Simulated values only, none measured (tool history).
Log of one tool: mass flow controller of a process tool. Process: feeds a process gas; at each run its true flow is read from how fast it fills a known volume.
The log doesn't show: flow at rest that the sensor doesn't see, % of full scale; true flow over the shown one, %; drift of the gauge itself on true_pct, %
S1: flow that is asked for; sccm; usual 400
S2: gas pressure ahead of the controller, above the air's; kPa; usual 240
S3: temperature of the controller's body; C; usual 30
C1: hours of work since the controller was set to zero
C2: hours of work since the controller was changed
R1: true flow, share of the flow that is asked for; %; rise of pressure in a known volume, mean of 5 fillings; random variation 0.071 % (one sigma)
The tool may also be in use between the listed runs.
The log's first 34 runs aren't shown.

Run 35, hour 5214.7: usual settings but S1 320 sccm, S2 231 kPa, S3 29 C; C1 6016; C2 6016. Result: R1 100.21 %.
Run 36, hour 5350.8: usual settings but S1 162 sccm, S3 25 C; C1 6085; C2 6085. Result: R1 99.89 %.
Run 37, hour 5530: usual settings but S1 119 sccm, S2 168 kPa, S3 24 C; C1 6177; C2 6177. Result: R1 99.53 %.
Run 38, hour 5636.1: usual settings but S1 538 sccm, S2 168 kPa, S3 24 C; C1 6232; C2 6232. Result: R1 99.79 %.
Run 39, hour 5748.7: usual settings but S1 488 sccm, S2 167 kPa; C1 6289; C2 6289. Result: R1 100.26 %.
Run 40, hour 5940.2: usual settings but S1 488 sccm, S2 167 kPa; C1 6388; C2 6388. Result: R1 100.21 %.
Run 41, hour 6049.2: usual settings but S1 297 sccm, S2 227 kPa, S3 25 C; C1 6443; C2 6443. Result: R1 99.88 %.
Run 42, hour 6263.5: usual settings but S1 263 sccm, S2 145 kPa, S3 29 C; C1 6553; C2 6553. Result: R1 100.01 %.
Run 43, hour 6473.8: usual settings but S1 663 sccm, S2 177 kPa; C1 6661; C2 6661. Result: R1 100.33 %.
Run 44, hour 6691.6: usual settings but S1 106 sccm, S2 263 kPa, S3 38 C; C1 6773; C2 6773. Result: R1 100.93 %.

Forecast each of these 4 alternatives for the next run:
Run A, hour 6816.2: usual settings but S1 210 sccm, S2 263 kPa, S3 38 C; C1 6837; C2 6837. Result: R1 ?.
Run B, hour 6816.2: usual settings but S1 106 sccm, S2 184 kPa, S3 25 C; C1 6837; C2 6837. Result: R1 ?.
Run C, hour 6816.2: usual settings but S1 307 sccm, S2 185 kPa, S3 37 C; C1 6837; C2 6837. Result: R1 ?.
Run D, hour 6816.2: usual settings but S2 276 kPa, S3 29 C; C1 6837; C2 6837. Result: R1 ?.

run      R1
  A  100.99
  B   99.66
  C  100.67
  D  100.15
Without the tool's hidden state the same runs would have given:
run      R1
  A  100.96
  B    99.6
  C  100.64
  D  100.13

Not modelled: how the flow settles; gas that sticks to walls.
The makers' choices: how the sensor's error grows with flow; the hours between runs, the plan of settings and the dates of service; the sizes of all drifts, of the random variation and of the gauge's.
